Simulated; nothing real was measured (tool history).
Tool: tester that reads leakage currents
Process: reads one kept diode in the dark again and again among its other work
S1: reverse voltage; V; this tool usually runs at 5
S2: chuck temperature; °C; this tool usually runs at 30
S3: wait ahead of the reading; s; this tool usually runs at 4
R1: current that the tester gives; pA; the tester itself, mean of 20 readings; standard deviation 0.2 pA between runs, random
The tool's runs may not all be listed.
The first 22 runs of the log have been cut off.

{"run": 23, "hour": 1929.8, "S1": 3.66, "S2": 30, "S3": 0.6, "R1": 55.86}
{"run": 24, "hour": 1992.5, "S1": 3.66, "S2": 30, "S3": 0.6, "R1": 55.93}
{"run": 25, "hour": 2072.9, "S1": 19.42, "S2": 43, "S3": 2.53, "R1": 306.32}
{"run": 26, "hour": 2142.3, "S1": 19.42, "S2": 43, "S3": 2.53, "R1": 303.08}
{"run": 27, "hour": 2267.7, "S1": 1.26, "S2": 43, "S3": 0.55, "R1": 88.11}
{"run": 28, "hour": 2393.0, "S1": 1.55, "S2": 33, "S3": 0.34, "R1": 47.48}
{"hour": 2451.4, "done": "chuck's temperature calibrated"}
{"run": 29, "hour": 2489.5, "S1": 2.45, "S2": 30, "S3": 3.88, "R1": 45.51}
{"hour": 2548.3, "done": "tester calibrated"}
{"run": 30, "hour": 2565.6, "S1": 5, "S2": 30, "S3": 0.63, "R1": 64.9}
{"run": 31, "hour": 2653.1, "S1": 5, "S2": 30, "S3": 0.63, "R1": 65.02}
{"run": 32, "hour": 2736.4, "S1": 5, "S2": 30, "S3": 0.63, "R1": 65.29}
{"run": 33, "hour": 2795.9, "S1": 16.86, "S2": 22, "S3": 0.63, "R1": 66.36}
{"run": 34, "hour": 2878.6, "S1": 7.43, "S2": 37, "S3": 1.1, "R1": 128.55}
{"run": 35, "hour": 2958.2, "S1": 7.43, "S2": 37, "S3": 1.1, "R1": 128.89}
{"run": 36, "hour": 3093.3, "S1": 7.43, "S2": 37, "S3": 1.1, "R1": 129.18}
{"run": 37, "hour": 3151.4, "S1": 11.02, "S2": 31, "S3": 0.66, "R1": 102.43}
{"hour": 3164.5, "done": "chuck's temperature calibrated"}
{"run": 38, "hour": 3228.7, "S1": 11.58, "S2": 36, "S3": 0.47, "R1": 152.37}

Consider 3 possible next runs. They are alternatives, not a sequence: every one starts from the tool as it was left by run 38. What does each give?
{"run": "A", "hour": 3311.4, "S1": 1.41, "S2": 30, "S3": 0.64, "R1": "?"}
{"run": "B", "hour": 3311.4, "S1": 2.89, "S2": 25, "S3": 0.48, "R1": "?"}
{"run": "C", "hour": 3311.4, "S1": 5, "S2": 24, "S3": 4, "R1": "?"}

run=A R1=35.42
run=B R1=34.86
run=C R1=39.59
Stripped of hidden state, with their random variation kept, the same runs would have yielded:
run=A R1=35.41
run=B R1=34.83
run=C R1=39.55
